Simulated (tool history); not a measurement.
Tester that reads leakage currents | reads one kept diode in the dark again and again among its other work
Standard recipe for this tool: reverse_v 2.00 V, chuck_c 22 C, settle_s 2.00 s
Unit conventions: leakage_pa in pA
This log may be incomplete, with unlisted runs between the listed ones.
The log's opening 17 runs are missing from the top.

run,hour,reverse_v,chuck_c,settle_s,hours of work since the probe card was cleaned,hours of work since the tester was calibrated,hours of work since the chuck was calibrated,leakage_pa
# hour 961.6: tester calibrated
18,1009.5,3.46,24,2.00,841,34,62,108.37
19,1059.2,3.46,24,2.00,876,68,96,108.12
20,1141.3,2.00,52,3.55,933,126,154,682.72
21,1191.6,2.00,45,0.57,969,161,189,418.63
22,1260.2,2.00,45,0.57,1017,209,237,415.71
23,1296.6,2.00,45,0.57,1042,234,263,415.16
24,1339.7,2.00,45,0.57,1072,265,293,413.59
25,1397.1,14.42,21,0.32,1112,305,333,182.74

Forecast run 26:
26,1456.3,14.42,21,0.32,1154,346,374,?

leakage_pa: 182.71 pA
The same run, on a tool lacking any hidden state, would have yielded leakage_pa 168.89 pA.
